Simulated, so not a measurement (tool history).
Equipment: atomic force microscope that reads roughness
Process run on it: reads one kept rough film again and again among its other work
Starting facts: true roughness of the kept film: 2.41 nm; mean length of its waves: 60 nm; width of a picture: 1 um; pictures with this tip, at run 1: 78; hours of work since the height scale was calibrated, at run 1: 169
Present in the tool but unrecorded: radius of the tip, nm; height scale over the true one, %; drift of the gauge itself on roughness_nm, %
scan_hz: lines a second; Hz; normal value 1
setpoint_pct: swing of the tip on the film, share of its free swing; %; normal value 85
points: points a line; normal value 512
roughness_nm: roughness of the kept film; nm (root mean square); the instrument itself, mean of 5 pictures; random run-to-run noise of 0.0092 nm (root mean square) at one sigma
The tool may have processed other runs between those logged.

run	hour	scan_hz	setpoint_pct	points	pictures with this tip	hours of work since the height scale was calibrated	roughness_nm
1	0	1	85	512	78	169	2.043
2	19.8	2.4	85	512	96	179	1.733
3	36.3	2.4	85	512	112	186	1.715
4	47.4	2.4	85	512	122	192	1.73
5	67.8	2.4	85	528	141	201	1.714
6	79.7	2.4	85	528	152	207	1.709
7	90.6	2.4	85	528	162	212	1.71
8	111	2.4	85	528	181	222	1.709
# hour 113.3: height scale calibrated on a step standard
9	121	0.97	78	421	189	4	2.082
# hour 128.8: new tip fitted
10	132	0.97	78	421	3	9	2.144
11	141.8	0.97	78	421	12	13	2.159
12	151.3	3.99	85	441	21	18	1.499
13	160.9	1.23	76	300	29	23	2.115
14	171.3	1.3	71	315	39	27	2.162
15	181.1	1.3	71	341	48	32	2.146

5 options for the next run, each taken on its own from the tool as it stands now. Forecast them:
A	191.2	1	85	1019	57	37	?
B	191.2	2.05	82	576	57	37	?
C	191.2	3.61	71	341	57	37	?
D	191.2	2.43	85	549	57	37	?
E	191.2	0.69	85	512	57	37	?

run	roughness_nm
A	2.045
B	1.854
C	1.868
D	1.734
E	2.139
With no hidden state in the tool, these same runs would have given:
run	roughness_nm
A	2.079
B	1.886
C	1.899
D	1.763
E	2.175
